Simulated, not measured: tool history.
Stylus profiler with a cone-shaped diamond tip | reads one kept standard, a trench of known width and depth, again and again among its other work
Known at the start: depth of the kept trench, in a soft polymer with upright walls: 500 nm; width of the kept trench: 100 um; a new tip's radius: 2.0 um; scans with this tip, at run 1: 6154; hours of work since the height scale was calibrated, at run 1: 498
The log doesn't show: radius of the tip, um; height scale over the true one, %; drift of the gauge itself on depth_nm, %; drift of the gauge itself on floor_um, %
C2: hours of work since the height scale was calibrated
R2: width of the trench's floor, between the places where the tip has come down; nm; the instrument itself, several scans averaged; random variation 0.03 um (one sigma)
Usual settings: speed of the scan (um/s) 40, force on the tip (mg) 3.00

run 1 hour=0.0 | speed_of_the_scan_(um/s)=40 force_on_the_tip_(mg)=3.00 | scans_with_this_tip=6154 C2=498 | depth_of_the_trench_(Å)=5052.5 R2=96730
run 2 hour=38.4 | speed_of_the_scan_(um/s)=82 force_on_the_tip_(mg)=3.00 | scans_with_this_tip=6399 C2=517 | depth_of_the_trench_(Å)=5053.2 R2=96580
run 3 hour=81.6 | speed_of_the_scan_(um/s)=40 force_on_the_tip_(mg)=3.00 | scans_with_this_tip=6674 C2=540 | depth_of_the_trench_(Å)=5053.1 R2=96730
run 4 hour=121.6 | speed_of_the_scan_(um/s)=40 force_on_the_tip_(mg)=3.00 | scans_with_this_tip=6928 C2=560 | depth_of_the_trench_(Å)=5052.2 R2=96670
run 5 hour=153.0 | speed_of_the_scan_(um/s)=40 force_on_the_tip_(mg)=5.65 | scans_with_this_tip=7127 C2=576 | depth_of_the_trench_(Å)=5076.3 R2=96710
run 6 hour=181.5 | speed_of_the_scan_(um/s)=40 force_on_the_tip_(mg)=5.65 | scans_with_this_tip=7309 C2=591 | depth_of_the_trench_(Å)=5080.5 R2=96620
run 7 hour=221.4 | speed_of_the_scan_(um/s)=40 force_on_the_tip_(mg)=6.24 | scans_with_this_tip=7563 C2=612 | depth_of_the_trench_(Å)=5083.0 R2=96660
run 8 hour=250.2 | speed_of_the_scan_(um/s)=40 force_on_the_tip_(mg)=6.24 | scans_with_this_tip=7745 C2=626 | depth_of_the_trench_(Å)=5082.2 R2=96600
run 9 hour=272.0 | speed_of_the_scan_(um/s)=40 force_on_the_tip_(mg)=3.00 | scans_with_this_tip=7884 C2=638 | depth_of_the_trench_(Å)=5053.7 R2=96590
run 10 hour=298.0 | speed_of_the_scan_(um/s)=40 force_on_the_tip_(mg)=3.00 | scans_with_this_tip=8050 C2=651 | depth_of_the_trench_(Å)=5051.0 R2=96530
run 11 hour=319.5 | speed_of_the_scan_(um/s)=40 force_on_the_tip_(mg)=3.00 | scans_with_this_tip=8187 C2=662 | depth_of_the_trench_(Å)=5051.4 R2=96590
run 12 hour=350.0 | speed_of_the_scan_(um/s)=40 force_on_the_tip_(mg)=3.00 | scans_with_this_tip=8380 C2=678 | depth_of_the_trench_(Å)=5055.0 R2=96530
run 13 hour=397.6 | speed_of_the_scan_(um/s)=40 force_on_the_tip_(mg)=3.00 | scans_with_this_tip=8683 C2=702 | depth_of_the_trench_(Å)=5055.1 R2=96560
run 14 hour=417.0 | speed_of_the_scan_(um/s)=89 force_on_the_tip_(mg)=3.00 | scans_with_this_tip=8807 C2=712 | depth_of_the_trench_(Å)=5053.3 R2=96460
run 15 hour=462.1 | speed_of_the_scan_(um/s)=40 force_on_the_tip_(mg)=3.00 | scans_with_this_tip=9094 C2=735 | depth_of_the_trench_(Å)=5053.3 R2=96510
run 16 hour=497.1 | speed_of_the_scan_(um/s)=40 force_on_the_tip_(mg)=3.00 | scans_with_this_tip=9316 C2=753 | depth_of_the_trench_(Å)=5053.4 R2=96440
run 17 hour=520.5 | speed_of_the_scan_(um/s)=40 force_on_the_tip_(mg)=3.00 | scans_with_this_tip=9465 C2=765 | depth_of_the_trench_(Å)=5056.6 R2=96460
run 18 hour=558.7 | speed_of_the_scan_(um/s)=23 force_on_the_tip_(mg)=3.00 | scans_with_this_tip=9708 C2=785 | depth_of_the_trench_(Å)=5056.2 R2=96450
run 19 hour=595.5 | speed_of_the_scan_(um/s)=23 force_on_the_tip_(mg)=3.00 | scans_with_this_tip=9942 C2=804 | depth_of_the_trench_(Å)=5056.2 R2=96440
run 20 hour=624.9 | speed_of_the_scan_(um/s)=23 force_on_the_tip_(mg)=3.00 | scans_with_this_tip=10129 C2=819 | depth_of_the_trench_(Å)=5054.6 R2=96440
run 21 hour=644.3 | speed_of_the_scan_(um/s)=23 force_on_the_tip_(mg)=3.00 | scans_with_this_tip=10253 C2=829 | depth_of_the_trench_(Å)=5053.4 R2=96420
run 22 hour=686.1 | speed_of_the_scan_(um/s)=23 force_on_the_tip_(mg)=3.00 | scans_with_this_tip=10518 C2=851 | depth_of_the_trench_(Å)=5053.6 R2=96370
run 23 hour=717.3 | speed_of_the_scan_(um/s)=89 force_on_the_tip_(mg)=3.00 | scans_with_this_tip=10716 C2=867 | depth_of_the_trench_(Å)=5054.6 R2=96270
run 24 hour=739.6 | speed_of_the_scan_(um/s)=50 force_on_the_tip_(mg)=1.96 | scans_with_this_tip=10858 C2=878 | depth_of_the_trench_(Å)=5046.4 R2=96340
run 25 hour=787.6 | speed_of_the_scan_(um/s)=22 force_on_the_tip_(mg)=1.25 | scans_with_this_tip=11164 C2=903 | depth_of_the_trench_(Å)=5035.9 R2=96310
run 26 hour=822.2 | speed_of_the_scan_(um/s)=22 force_on_the_tip_(mg)=1.25 | scans_with_this_tip=11384 C2=921 | depth_of_the_trench_(Å)=5032.4 R2=96320
run 27 hour=847.1 | speed_of_the_scan_(um/s)=68 force_on_the_tip_(mg)=2.97 | scans_with_this_tip=11542 C2=933 | depth_of_the_trench_(Å)=5056.8 R2=96210
run 28 hour=868.5 | speed_of_the_scan_(um/s)=44 force_on_the_tip_(mg)=1.10 | scans_with_this_tip=11678 C2=944 | depth_of_the_trench_(Å)=5035.9 R2=96210
run 29 hour=904.6 | speed_of_the_scan_(um/s)=25 force_on_the_tip_(mg)=1.71 | scans_with_this_tip=11908 C2=963 | depth_of_the_trench_(Å)=5041.5 R2=96260
run 30 hour=952.4 | speed_of_the_scan_(um/s)=52 force_on_the_tip_(mg)=5.68 | scans_with_this_tip=12212 C2=988 | depth_of_the_trench_(Å)=5084.2 R2=96260
run 31 hour=974.1 | speed_of_the_scan_(um/s)=122 force_on_the_tip_(mg)=5.00 | scans_with_this_tip=12350 C2=999 | depth_of_the_trench_(Å)=5076.4 R2=96090
run 32 hour=1014.1 | speed_of_the_scan_(um/s)=12 force_on_the_tip_(mg)=3.00 | scans_with_this_tip=12604 C2=1019 | depth_of_the_trench_(Å)=5058.1 R2=96300
run 33 hour=1035.4 | speed_of_the_scan_(um/s)=54 force_on_the_tip_(mg)=6.00 | scans_with_this_tip=12740 C2=1030 | depth_of_the_trench_(Å)=5085.4 R2=96180
run 34 hour=1061.3 | speed_of_the_scan_(um/s)=54 force_on_the_tip_(mg)=6.00 | scans_with_this_tip=12905 C2=1044 | depth_of_the_trench_(Å)=5084.7 R2=96180
run 35 hour=1081.8 | speed_of_the_scan_(um/s)=40 force_on_the_tip_(mg)=6.00 | scans_with_this_tip=13035 C2=1054 | depth_of_the_trench_(Å)=5084.2 R2=96190
run 36 hour=1129.5 | speed_of_the_scan_(um/s)=40 force_on_the_tip_(mg)=1.95 | scans_with_this_tip=13338 C2=1079 | depth_of_the_trench_(Å)=5045.6 R2=96150
run 37 hour=1168.6 | speed_of_the_scan_(um/s)=72 force_on_the_tip_(mg)=4.12 | scans_with_this_tip=13587 C2=1099 | depth_of_the_trench_(Å)=5069.3 R2=96110
run 38 hour=1195.7 | speed_of_the_scan_(um/s)=72 force_on_the_tip_(mg)=4.12 | scans_with_this_tip=13759 C2=1113 | depth_of_the_trench_(Å)=5069.5 R2=96030
run 39 hour=1226.8 | speed_of_the_scan_(um/s)=15 force_on_the_tip_(mg)=7.28 | scans_with_this_tip=13957 C2=1129 | depth_of_the_trench_(Å)=5096.1 R2=96150
run 40 hour=1262.2 | speed_of_the_scan_(um/s)=15 force_on_the_tip_(mg)=7.28 | scans_with_this_tip=14183 C2=1147 | depth_of_the_trench_(Å)=5097.2 R2=96160
run 41 hour=1302.5 | speed_of_the_scan_(um/s)=15 force_on_the_tip_(mg)=7.28 | scans_with_this_tip=14439 C2=1168 | depth_of_the_trench_(Å)=5094.6 R2=96160
run 42 hour=1349.3 | speed_of_the_scan_(um/s)=35 force_on_the_tip_(mg)=8.95 | scans_with_this_tip=14736 C2=1192 | depth_of_the_trench_(Å)=5109.3 R2=96150
run 43 hour=1387.6 | speed_of_the_scan_(um/s)=27 force_on_the_tip_(mg)=7.57 | scans_with_this_tip=14980 C2=1211 | depth_of_the_trench_(Å)=5096.2 R2=96030

Forecast each of these 5 alternatives for the next run:
run A hour=1412.0 | speed_of_the_scan_(um/s)=25 force_on_the_tip_(mg)=1.84 | scans_with_this_tip=15135 C2=1224 | depth_of_the_trench_(Å)=? R2=?
run B hour=1412.0 | speed_of_the_scan_(um/s)=18 force_on_the_tip_(mg)=2.32 | scans_with_this_tip=15135 C2=1224 | depth_of_the_trench_(Å)=? R2=?
run C hour=1412.0 | speed_of_the_scan_(um/s)=11 force_on_the_tip_(mg)=1.93 | scans_with_this_tip=15135 C2=1224 | depth_of_the_trench_(Å)=? R2=?
run D hour=1412.0 | speed_of_the_scan_(um/s)=27 force_on_the_tip_(mg)=2.50 | scans_with_this_tip=15135 C2=1224 | depth_of_the_trench_(Å)=? R2=?
run E hour=1412.0 | speed_of_the_scan_(um/s)=42 force_on_the_tip_(mg)=5.08 | scans_with_this_tip=15135 C2=1224 | depth_of_the_trench_(Å)=? R2=?

run=A depth_of_the_trench_(Å)=5047.2 R2=96040
run=B depth_of_the_trench_(Å)=5050.6 R2=96040
run=C depth_of_the_trench_(Å)=5047.4 R2=96060
run=D depth_of_the_trench_(Å)=5052.4 R2=96100
run=E depth_of_the_trench_(Å)=5078.1 R2=96020
Without the tool's hidden state the same runs would have given:
run=A depth_of_the_trench_(Å)=5035.2 R2=97300
run=B depth_of_the_trench_(Å)=5038.6 R2=97300
run=C depth_of_the_trench_(Å)=5035.4 R2=97320
run=D depth_of_the_trench_(Å)=5040.4 R2=97360
run=E depth_of_the_trench_(Å)=5066.0 R2=97280

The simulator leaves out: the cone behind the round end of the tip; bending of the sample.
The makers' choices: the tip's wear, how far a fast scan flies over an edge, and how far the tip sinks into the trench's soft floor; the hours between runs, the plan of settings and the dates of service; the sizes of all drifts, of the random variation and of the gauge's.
